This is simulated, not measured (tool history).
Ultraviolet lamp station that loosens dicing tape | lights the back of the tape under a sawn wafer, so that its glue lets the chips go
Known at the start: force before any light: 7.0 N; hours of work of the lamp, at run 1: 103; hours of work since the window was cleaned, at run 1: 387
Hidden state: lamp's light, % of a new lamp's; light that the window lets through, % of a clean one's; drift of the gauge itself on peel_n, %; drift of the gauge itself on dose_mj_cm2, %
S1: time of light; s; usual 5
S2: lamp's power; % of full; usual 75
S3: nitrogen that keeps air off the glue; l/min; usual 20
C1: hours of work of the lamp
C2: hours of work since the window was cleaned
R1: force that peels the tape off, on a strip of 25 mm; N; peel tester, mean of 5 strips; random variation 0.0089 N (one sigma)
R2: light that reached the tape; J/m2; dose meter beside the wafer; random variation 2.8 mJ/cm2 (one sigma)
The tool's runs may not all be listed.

{"run": 1, "hour": 0.0, "S1": 5, "S2": 75, "S3": 20, "C1": 103, "C2": 387, "R1": 0.445, "R2": 3310}
{"run": 2, "hour": 11.2, "S1": 5, "S2": 75, "S3": 7, "C1": 109, "C2": 393, "R1": 0.923, "R2": 3340}
{"run": 3, "hour": 21.0, "S1": 5, "S2": 71, "S3": 20, "C1": 113, "C2": 397, "R1": 0.512, "R2": 3140}
{"run": 4, "hour": 36.1, "S1": 5, "S2": 75, "S3": 20, "C1": 120, "C2": 404, "R1": 0.469, "R2": 3270}
{"run": 5, "hour": 55.6, "S1": 5, "S2": 75, "S3": 20, "C1": 129, "C2": 413, "R1": 0.46, "R2": 3220}
{"run": 6, "hour": 74.6, "S1": 5, "S2": 75, "S3": 20, "C1": 138, "C2": 422, "R1": 0.491, "R2": 3250}
{"run": 7, "hour": 87.4, "S1": 5, "S2": 75, "S3": 20, "C1": 144, "C2": 428, "R1": 0.476, "R2": 3220}
{"run": 8, "hour": 100.7, "S1": 5, "S2": 75, "S3": 20, "C1": 150, "C2": 434, "R1": 0.492, "R2": 3250}
{"run": 9, "hour": 115.0, "S1": 5, "S2": 75, "S3": 20, "C1": 156, "C2": 440, "R1": 0.475, "R2": 3170}
{"run": 10, "hour": 131.4, "S1": 5, "S2": 75, "S3": 20, "C1": 164, "C2": 448, "R1": 0.507, "R2": 3130}
{"run": 11, "hour": 141.1, "S1": 5, "S2": 75, "S3": 20, "C1": 168, "C2": 452, "R1": 0.506, "R2": 3190}
{"run": 12, "hour": 161.7, "S1": 5, "S2": 75, "S3": 20, "C1": 178, "C2": 462, "R1": 0.511, "R2": 3130}
{"run": 13, "hour": 181.6, "S1": 5, "S2": 75, "S3": 20, "C1": 187, "C2": 471, "R1": 0.504, "R2": 3150}
{"run": 14, "hour": 201.4, "S1": 3, "S2": 75, "S3": 20, "C1": 196, "C2": 480, "R1": 1.208, "R2": 1890}
{"run": 15, "hour": 218.4, "S1": 3, "S2": 75, "S3": 20, "C1": 204, "C2": 488, "R1": 1.224, "R2": 1850}
{"run": 16, "hour": 238.2, "S1": 3, "S2": 75, "S3": 20, "C1": 213, "C2": 497, "R1": 1.231, "R2": 1860}
{"run": 17, "hour": 253.1, "S1": 3, "S2": 75, "S3": 20, "C1": 220, "C2": 504, "R1": 1.277, "R2": 1770}
{"run": 18, "hour": 271.2, "S1": 3, "S2": 75, "S3": 20, "C1": 228, "C2": 512, "R1": 1.28, "R2": 1850}
{"run": 19, "hour": 282.3, "S1": 3, "S2": 75, "S3": 20, "C1": 234, "C2": 518, "R1": 1.293, "R2": 1820}
{"run": 20, "hour": 291.3, "S1": 3, "S2": 75, "S3": 20, "C1": 238, "C2": 522, "R1": 1.278, "R2": 1830}
{"run": 21, "hour": 307.8, "S1": 3, "S2": 62, "S3": 20, "C1": 245, "C2": 529, "R1": 1.703, "R2": 1510}
{"run": 22, "hour": 323.5, "S1": 3, "S2": 62, "S3": 20, "C1": 252, "C2": 536, "R1": 1.724, "R2": 1470}
{"run": 23, "hour": 336.2, "S1": 8, "S2": 75, "S3": 20, "C1": 258, "C2": 542, "R1": 0.281, "R2": 4740}
{"run": 24, "hour": 345.5, "S1": 2, "S2": 68, "S3": 7, "C1": 263, "C2": 547, "R1": 3.43, "R2": 1110}
{"run": 25, "hour": 354.3, "S1": 6, "S2": 94, "S3": 7, "C1": 267, "C2": 551, "R1": 0.564, "R2": 4430}
{"run": 26, "hour": 368.3, "S1": 5, "S2": 81, "S3": 15, "C1": 273, "C2": 557, "R1": 0.6, "R2": 3170}
{"run": 27, "hour": 380.9, "S1": 5, "S2": 72, "S3": 13, "C1": 279, "C2": 563, "R1": 0.819, "R2": 2810}
{"run": 28, "hour": 398.2, "S1": 2, "S2": 67, "S3": 15, "C1": 287, "C2": 571, "R1": 2.756, "R2": 1060}
{"run": 29, "hour": 413.6, "S1": 5, "S2": 81, "S3": 12, "C1": 294, "C2": 578, "R1": 0.723, "R2": 3170}
{"run": 30, "hour": 430.4, "S1": 5, "S2": 81, "S3": 12, "C1": 302, "C2": 586, "R1": 0.733, "R2": 3110}
{"hour": 433.8, "done": "window cleaned of glue's vapour"}
{"run": 31, "hour": 440.1, "S1": 4, "S2": 65, "S3": 13, "C1": 306, "C2": 3, "R1": 1.156, "R2": 2270}
{"run": 32, "hour": 450.0, "S1": 2, "S2": 64, "S3": 20, "C1": 311, "C2": 7, "R1": 2.329, "R2": 1120}
{"run": 33, "hour": 469.8, "S1": 2, "S2": 64, "S3": 20, "C1": 320, "C2": 17, "R1": 2.455, "R2": 1090}
{"run": 34, "hour": 479.7, "S1": 4, "S2": 75, "S3": 20, "C1": 324, "C2": 21, "R1": 0.746, "R2": 2560}
{"run": 35, "hour": 489.1, "S1": 8, "S2": 69, "S3": 34, "C1": 329, "C2": 26, "R1": 0.257, "R2": 4680}
{"run": 36, "hour": 499.8, "S1": 8, "S2": 69, "S3": 34, "C1": 334, "C2": 30, "R1": 0.279, "R2": 4670}
{"run": 37, "hour": 512.0, "S1": 10, "S2": 69, "S3": 34, "C1": 339, "C2": 36, "R1": 0.264, "R2": 5850}
{"run": 38, "hour": 526.1, "S1": 10, "S2": 69, "S3": 34, "C1": 346, "C2": 43, "R1": 0.259, "R2": 5770}
{"run": 39, "hour": 534.8, "S1": 8, "S2": 88, "S3": 25, "C1": 350, "C2": 47, "R1": 0.258, "R2": 5950}
{"run": 40, "hour": 548.9, "S1": 2, "S2": 71, "S3": 7, "C1": 356, "C2": 53, "R1": 3.212, "R2": 1200}
{"run": 41, "hour": 561.0, "S1": 2, "S2": 71, "S3": 7, "C1": 362, "C2": 59, "R1": 3.195, "R2": 1190}
{"run": 42, "hour": 581.1, "S1": 4, "S2": 89, "S3": 29, "C1": 371, "C2": 68, "R1": 0.465, "R2": 2930}
{"run": 43, "hour": 598.2, "S1": 4, "S2": 89, "S3": 29, "C1": 379, "C2": 76, "R1": 0.463, "R2": 2940}
{"run": 44, "hour": 614.9, "S1": 4, "S2": 89, "S3": 29, "C1": 387, "C2": 83, "R1": 0.468, "R2": 2900}

How the hidden state differs across the entries between the runs, from the last listed run before each to the first after it:
Between runs 30 and 31: window cleaned of glue's vapour (hour 433.8)
  lamp's light, % of a new lamp's: 84.5 -> 84.3; light that the window lets through, % of a clean one's: 88.1 -> 99.9
  measured less the result without the state, R1: +0.288 -> +0.281 N; R2: -1070 -> -420 J/m2

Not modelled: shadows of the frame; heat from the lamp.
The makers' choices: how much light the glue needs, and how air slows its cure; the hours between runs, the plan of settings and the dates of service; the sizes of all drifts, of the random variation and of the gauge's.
